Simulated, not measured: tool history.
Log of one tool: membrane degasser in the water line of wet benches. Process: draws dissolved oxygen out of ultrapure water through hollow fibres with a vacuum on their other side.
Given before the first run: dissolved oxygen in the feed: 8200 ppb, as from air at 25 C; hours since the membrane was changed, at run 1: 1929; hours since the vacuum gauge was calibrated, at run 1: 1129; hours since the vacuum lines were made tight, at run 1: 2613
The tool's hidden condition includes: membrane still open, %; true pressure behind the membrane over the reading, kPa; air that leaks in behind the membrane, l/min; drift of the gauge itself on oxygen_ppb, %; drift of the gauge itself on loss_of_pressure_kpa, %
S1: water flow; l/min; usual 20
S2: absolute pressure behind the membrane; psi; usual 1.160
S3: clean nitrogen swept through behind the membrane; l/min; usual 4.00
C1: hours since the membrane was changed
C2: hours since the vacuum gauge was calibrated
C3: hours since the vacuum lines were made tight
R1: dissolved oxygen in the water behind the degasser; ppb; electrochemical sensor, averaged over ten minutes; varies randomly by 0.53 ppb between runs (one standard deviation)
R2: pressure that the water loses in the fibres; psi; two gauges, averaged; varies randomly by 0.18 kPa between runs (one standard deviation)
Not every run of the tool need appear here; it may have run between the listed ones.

{"run": 1, "hour": 0.0, "S1": 20, "S2": 1.16, "S3": 4.0, "C1": 1929, "C2": 1129, "C3": 2613, "R1": 64.9, "R2": 5.211}
{"run": 2, "hour": 57.2, "S1": 20, "S2": 1.16, "S3": 4.0, "C1": 1986, "C2": 1186, "C3": 2670, "R1": 65.3, "R2": 5.25}
{"run": 3, "hour": 98.2, "S1": 20, "S2": 2.666, "S3": 4.0, "C1": 2027, "C2": 1227, "C3": 2711, "R1": 189.0, "R2": 5.281}
{"run": 4, "hour": 170.0, "S1": 20, "S2": 1.374, "S3": 4.0, "C1": 2099, "C2": 1299, "C3": 2783, "R1": 83.8, "R2": 5.266}
{"run": 5, "hour": 206.5, "S1": 20, "S2": 1.374, "S3": 4.0, "C1": 2136, "C2": 1335, "C3": 2820, "R1": 81.4, "R2": 5.29}
{"run": 6, "hour": 258.3, "S1": 20, "S2": 1.16, "S3": 4.0, "C1": 2187, "C2": 1387, "C3": 2871, "R1": 64.3, "R2": 5.263}
{"run": 7, "hour": 300.5, "S1": 20, "S2": 1.16, "S3": 2.15, "C1": 2230, "C2": 1429, "C3": 2914, "R1": 111.6, "R2": 5.281}
{"run": 8, "hour": 369.2, "S1": 20, "S2": 0.959, "S3": 4.0, "C1": 2298, "C2": 1498, "C3": 2982, "R1": 47.9, "R2": 5.269}
{"run": 9, "hour": 401.8, "S1": 20, "S2": 0.959, "S3": 4.0, "C1": 2331, "C2": 1531, "C3": 3015, "R1": 47.9, "R2": 5.24}
{"run": 10, "hour": 458.0, "S1": 25, "S2": 0.959, "S3": 4.0, "C1": 2387, "C2": 1587, "C3": 3071, "R1": 65.4, "R2": 6.58}
{"run": 11, "hour": 513.2, "S1": 20, "S2": 1.16, "S3": 4.0, "C1": 2442, "C2": 1642, "C3": 3126, "R1": 65.0, "R2": 5.281}
{"run": 12, "hour": 575.7, "S1": 14, "S2": 1.398, "S3": 3.16, "C1": 2505, "C2": 1705, "C3": 3189, "R1": 73.0, "R2": 3.694}
{"run": 13, "hour": 608.1, "S1": 14, "S2": 0.959, "S3": 3.16, "C1": 2537, "C2": 1737, "C3": 3221, "R1": 39.9, "R2": 3.675}
{"run": 14, "hour": 664.5, "S1": 20, "S2": 1.768, "S3": 2.1, "C1": 2594, "C2": 1793, "C3": 3278, "R1": 208.0, "R2": 5.272}
{"run": 15, "hour": 721.4, "S1": 30, "S2": 2.07, "S3": 11.14, "C1": 2651, "C2": 1850, "C3": 3335, "R1": 101.1, "R2": 7.91}
{"run": 16, "hour": 775.3, "S1": 31, "S2": 2.374, "S3": 7.83, "C1": 2704, "C2": 1904, "C3": 3388, "R1": 158.6, "R2": 8.187}
{"run": 17, "hour": 805.0, "S1": 13, "S2": 1.16, "S3": 4.0, "C1": 2734, "C2": 1934, "C3": 3418, "R1": 41.1, "R2": 3.445}
{"run": 18, "hour": 856.1, "S1": 30, "S2": 2.245, "S3": 4.0, "C1": 2785, "C2": 1985, "C3": 3469, "R1": 244.5, "R2": 7.903}
{"run": 19, "hour": 895.7, "S1": 30, "S2": 2.245, "S3": 4.0, "C1": 2825, "C2": 2025, "C3": 3509, "R1": 248.7, "R2": 7.89}
{"run": 20, "hour": 946.1, "S1": 27, "S2": 2.245, "S3": 4.0, "C1": 2875, "C2": 2075, "C3": 3559, "R1": 216.3, "R2": 7.133}
{"run": 21, "hour": 1014.2, "S1": 15, "S2": 1.16, "S3": 3.62, "C1": 2943, "C2": 2143, "C3": 3627, "R1": 52.3, "R2": 4.004}
{"run": 22, "hour": 1063.1, "S1": 15, "S2": 1.16, "S3": 3.62, "C1": 2992, "C2": 2192, "C3": 3676, "R1": 52.9, "R2": 3.989}

What if the next run were any one of these 3? Each begins from the tool's condition after run 22:
{"run": "A", "hour": 1113.7, "S1": 15, "S2": 1.5, "S3": 3.82, "C1": 3043, "C2": 2243, "C3": 3727, "R1": "?", "R2": "?"}
{"run": "B", "hour": 1113.7, "S1": 29, "S2": 1.16, "S3": 4.0, "C1": 3043, "C2": 2243, "C3": 3727, "R1": "?", "R2": "?"}
{"run": "C", "hour": 1113.7, "S1": 21, "S2": 0.777, "S3": 5.16, "C1": 3043, "C2": 2243, "C3": 3727, "R1": "?", "R2": "?"}

run=A R1=71.6 R2=3.949
run=B R1=110.5 R2=7.687
run=C R1=29.1 R2=5.558
With no hidden state in the tool, these same runs would have given:
run=A R1=68.2 R2=3.813
run=B R1=102.9 R2=7.422
run=C R1=26.2 R2=5.365
